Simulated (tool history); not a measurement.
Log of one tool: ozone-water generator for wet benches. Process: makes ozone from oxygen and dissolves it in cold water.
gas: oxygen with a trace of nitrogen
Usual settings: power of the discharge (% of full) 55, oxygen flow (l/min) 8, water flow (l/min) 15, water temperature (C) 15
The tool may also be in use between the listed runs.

run	day	power of the discharge (% of full)	oxygen flow (l/min)	water flow (l/min)	water temperature (C)	dissolved ozone (ppm)	ozone in the gas ahead of the water (g/m3)
1	0	55	8	15	15	21.9	181.2
2	9.208	55	8	15	15	21.9	182.7
3	14.85	55	8	15	15	21.5	182.9
4	21.75	55	8	15	15	21.6	182.3
5	29.767	55	8	15	15	21.6	183.5
6	38.646	55	8	15	15	21.8	183.2
7	42.988	55	8.43	9	9	33.2	179.3
# day 45.579: contactor cleaned
8	49.092	55	12.4	9	9	31.7	154.2
9	55.342	55	4.62	24	15	14.4	229.7
10	63.533	55	13.46	15	7	25.3	149.3
11	68.533	55	10.24	11	15	25.3	165
12	77.879	84	8	22	20	21.3	255.5

Forecast each of these 3 alternatives for the next run:
A	87.208	49	8	22	11	?	?
B	87.208	62	8	11	15	?	?
C	87.208	75	4.74	24	20	?	?

run	dissolved ozone (ppm)	ozone in the gas ahead of the water (g/m3)
A	16.3	168.9
B	28.5	202.9
C	16.8	288.7
Without the tool's hidden state the same runs would have given:
run	dissolved ozone (ppm)	ozone in the gas ahead of the water (g/m3)
A	16.3	167.2
B	28.5	200.8
C	16.9	285.8
